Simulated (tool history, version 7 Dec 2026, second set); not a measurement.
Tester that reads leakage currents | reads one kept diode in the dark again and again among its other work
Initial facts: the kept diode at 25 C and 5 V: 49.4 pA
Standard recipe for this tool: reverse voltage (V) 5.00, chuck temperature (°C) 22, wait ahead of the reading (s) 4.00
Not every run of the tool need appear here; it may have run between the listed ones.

| run | day | reverse voltage (V) | chuck temperature (°C) | wait ahead of the reading (s) | current that the tester gives (pA) |
|---|---|---|---|---|---|
| 1 | 0.000 | 5.00 | 22 | 4.00 | 47.94 |
|  | 0.800 | chuck's temperature calibrated |
| 2 | 1.267 | 5.00 | 22 | 4.00 | 44.06 |
| 3 | 2.829 | 5.00 | 22 | 4.00 | 44.30 |
| 4 | 3.900 | 5.00 | 22 | 8.96 | 44.07 |
| 5 | 4.700 | 5.00 | 22 | 8.96 | 44.26 |
| 6 | 6.300 | 5.00 | 22 | 8.96 | 44.72 |
| 7 | 7.738 | 1.36 | 22 | 4.00 | 24.50 |
| 8 | 9.217 | 14.69 | 22 | 4.00 | 78.63 |
| 9 | 10.746 | 14.69 | 22 | 4.00 | 79.57 |
| 10 | 11.804 | 14.69 | 22 | 4.00 | 78.83 |
| 11 | 12.767 | 14.69 | 22 | 4.00 | 79.24 |
| 12 | 13.596 | 14.69 | 22 | 4.00 | 80.31 |
| 13 | 15.475 | 14.69 | 22 | 4.00 | 80.25 |
| 14 | 17.196 | 14.69 | 22 | 4.00 | 80.51 |
| 15 | 18.000 | 14.69 | 22 | 4.00 | 81.06 |
|  | 18.192 | tester calibrated |
| 16 | 18.938 | 5.00 | 39 | 4.00 | 147.65 |
| 17 | 19.838 | 5.00 | 39 | 4.00 | 147.59 |
| 18 | 21.221 | 9.09 | 24 | 9.48 | 72.49 |
| 19 | 22.096 | 12.99 | 26 | 0.69 | 103.94 |
|  | 22.379 | tester calibrated, once more |
| 20 | 23.875 | 12.99 | 26 | 0.69 | 105.25 |
| 21 | 24.838 | 1.25 | 47 | 1.33 | 139.58 |
| 22 | 25.988 | 1.25 | 38 | 0.31 | 78.25 |
| 23 | 27.708 | 5.00 | 25 | 4.00 | 58.48 |
| 24 | 28.700 | 5.00 | 25 | 4.00 | 58.84 |
| 25 | 30.350 | 5.00 | 42 | 0.36 | 190.12 |
| 26 | 32.138 | 5.00 | 42 | 0.36 | 190.07 |
| 27 | 33.292 | 5.00 | 42 | 0.36 | 191.07 |
| 28 | 34.054 | 5.00 | 42 | 0.36 | 191.12 |

Forecast each of these 4 alternatives for the next run:
| A | 35.200 | 5.91 | 22 | 4.00 | ? |
| B | 35.200 | 5.00 | 22 | 1.42 | ? |
| C | 35.200 | 18.09 | 59 | 2.70 | ? |
| D | 35.200 | 5.00 | 45 | 6.35 | ? |

| run | current that the tester gives (pA) |
|---|---|
| A | 53.91 |
| B | 49.94 |
| C | 941.91 |
| D | 227.07 |
With the hidden condition removed and each run's random variation left untouched, the same runs would have given:
| run | current that the tester gives (pA) |
|---|---|
| A | 42.94 |
| B | 40.41 |
| C | 863.22 |
| D | 206.12 |
